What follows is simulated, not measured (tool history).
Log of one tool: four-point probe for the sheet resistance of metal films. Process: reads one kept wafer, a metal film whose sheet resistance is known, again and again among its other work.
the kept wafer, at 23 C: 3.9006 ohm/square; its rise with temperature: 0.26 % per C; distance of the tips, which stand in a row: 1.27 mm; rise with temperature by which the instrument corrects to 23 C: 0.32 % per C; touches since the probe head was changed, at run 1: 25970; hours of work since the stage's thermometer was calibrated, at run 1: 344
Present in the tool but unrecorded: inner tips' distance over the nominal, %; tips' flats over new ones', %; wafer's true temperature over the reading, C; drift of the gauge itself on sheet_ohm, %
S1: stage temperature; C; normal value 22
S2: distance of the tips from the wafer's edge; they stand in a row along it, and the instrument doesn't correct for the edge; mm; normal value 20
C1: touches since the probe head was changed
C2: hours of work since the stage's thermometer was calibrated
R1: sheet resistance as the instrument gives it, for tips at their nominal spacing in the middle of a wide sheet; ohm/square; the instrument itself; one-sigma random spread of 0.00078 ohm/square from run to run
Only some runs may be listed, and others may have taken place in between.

run,hour,S1,S2,C1,C2,R1
1,0,22,20,25970,344,3.918465
2,16.2,22,20,26388,353,3.917657
3,32.3,22,20,26801,362,3.918481
4,44.7,22,20,27122,368,3.916393
5,65,22,20,27643,380,3.918146
6,79.9,22,20,28027,388,3.9191
7,100.6,22,20,28562,399,3.919113
8,116.7,22,20,28975,408,3.918586
9,131.3,22,20,29351,416,3.919832
10,143.1,22,26,29656,423,3.916846
11,163.8,22,26,30188,434,3.91699
12,176.4,22,26,30513,441,3.918233
13,195.9,22,9,31014,452,3.953821
14,208.7,22,9,31344,459,3.953761
15,217.8,22,9,31580,464,3.953508
16,234.8,22,5,32017,473,4.044455
17,254.2,22,5,32515,484,4.043782
18,268.4,22,5,32881,492,4.042926
19,287.6,20,20,33377,502,3.926943
20,309.1,22,20,33930,514,3.920999
21,320,22,25,34210,520,3.919381
22,341.1,22,20,34754,532,3.920831
23,363.5,21,20,35331,544,3.925423
24,373.1,21,20,35579,550,3.924386
25,388.7,19,3,35979,558,4.26198
26,407.3,19,3,36458,568,4.261732

Expected results for the next run?
27,419.4,19,3,36769,575,?

R1: 4.263682 ohm/square
With the hidden condition absent and the run-to-run variation left alone, this run would have shown R1 4.251723 ohm/square.

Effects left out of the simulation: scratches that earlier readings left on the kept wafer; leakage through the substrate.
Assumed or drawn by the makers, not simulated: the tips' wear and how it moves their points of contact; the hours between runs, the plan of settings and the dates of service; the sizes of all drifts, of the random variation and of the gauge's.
